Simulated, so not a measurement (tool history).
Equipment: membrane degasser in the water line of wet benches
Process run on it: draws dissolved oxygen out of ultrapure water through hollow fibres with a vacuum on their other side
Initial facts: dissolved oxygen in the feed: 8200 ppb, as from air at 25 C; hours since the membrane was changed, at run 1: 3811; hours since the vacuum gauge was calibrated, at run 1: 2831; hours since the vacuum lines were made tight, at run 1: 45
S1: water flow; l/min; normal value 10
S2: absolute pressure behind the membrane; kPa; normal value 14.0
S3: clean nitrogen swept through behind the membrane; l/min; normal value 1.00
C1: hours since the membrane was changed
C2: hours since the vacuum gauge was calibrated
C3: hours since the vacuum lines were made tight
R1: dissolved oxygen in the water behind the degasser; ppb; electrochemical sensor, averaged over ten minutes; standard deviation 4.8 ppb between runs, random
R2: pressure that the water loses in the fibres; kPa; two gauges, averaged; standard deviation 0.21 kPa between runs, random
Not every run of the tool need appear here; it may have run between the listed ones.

run,hour,S1,S2,S3,C1,C2,C3,R1,R2
1,0.0,10,14.0,1.00,3811,2831,45,513.5,52.63
2,244.6,10,13.3,1.00,4055,3076,289,493.7,52.99
3,448.2,10,14.0,0.69,4259,3279,493,601.5,52.94
4,717.1,10,14.0,0.69,4528,3548,762,616.1,53.07
5,871.1,10,14.0,0.69,4682,3702,916,609.9,53.51
6,992.8,10,14.0,2.09,4803,3824,1038,402.5,53.23
7,1106.6,10,14.0,2.09,4917,3938,1151,399.1,53.05
8,1220.1,10,14.0,2.09,5031,4051,1265,409.0,53.44
9,1476.0,10,14.0,2.09,5286,4307,1521,404.2,53.52
10,1685.1,10,14.0,1.00,5496,4516,1730,534.5,53.54
11,1903.2,10,14.0,1.00,5714,4734,1948,528.8,53.71
12,2180.9,10,30.5,1.00,5991,5012,2226,855.6,54.07
13,2345.5,10,30.5,1.00,6156,5177,2390,882.9,54.07
14,2517.5,10,30.5,1.00,6328,5349,2562,878.3,53.80
15,2733.2,6,14.0,1.00,6544,5564,2778,206.9,32.66
16,2900.7,6,14.0,1.37,6711,5732,2945,165.2,32.45
# hour 2915.9: vacuum gauge calibrated
17,3137.0,8,20.3,0.94,6947,221,3181,477.9,43.63
18,3277.1,9,14.0,1.00,7087,361,3321,441.7,49.36
# hour 3483.0: seals of the vacuum lines changed
19,3521.1,9,14.0,1.00,7329,603,38,440.3,49.21
20,3697.8,12,14.0,1.00,7506,780,215,770.9,66.19
21,3899.0,12,14.0,1.00,7707,981,416,763.8,65.88
22,4032.7,10,11.0,2.98,7841,1115,550,378.4,54.88
23,4150.2,10,14.0,0.45,7958,1232,667,787.0,54.91
24,4285.3,7,33.5,0.53,8093,1367,802,930.0,38.54
25,4402.4,10,14.0,0.76,8210,1484,919,621.1,55.17
26,4548.8,10,14.0,0.76,8357,1631,1066,620.2,55.28
27,4719.5,9,12.4,2.91,8528,1802,1236,297.4,49.81
28,4963.4,9,12.4,2.91,8771,2046,1480,304.3,50.49
29,5176.5,11,13.4,0.85,8985,2259,1693,696.6,60.63

Hidden state at the last listed run before each entry between runs and at the first one after, where it differs:
Logged between run 16 and run 17: vacuum gauge calibrated (hour 2915.9)
  membrane still open, %: 93.4 -> 93.1; true pressure behind the membrane over the reading, kPa: 0.34 -> -0.02; air that leaks in behind the membrane, l/min: 0.009 -> 0.0096
  difference, measured minus the result without the unlogged condition, R1: +20.8 -> +42.4 ppb; R2: +2.17 -> +3.00 kPa
Logged between run 18 and run 19: seals of the vacuum lines changed (hour 3483.0)
  membrane still open, %: 93 -> 92.8; true pressure behind the membrane over the reading, kPa: 0 -> 0.01; air that leaks in behind the membrane, l/min: 0.0099 -> 0.0034
  difference, measured minus the result without the unlogged condition, R1: +54.8 -> +53.2 ppb; R2: +3.44 -> +3.57 kPa
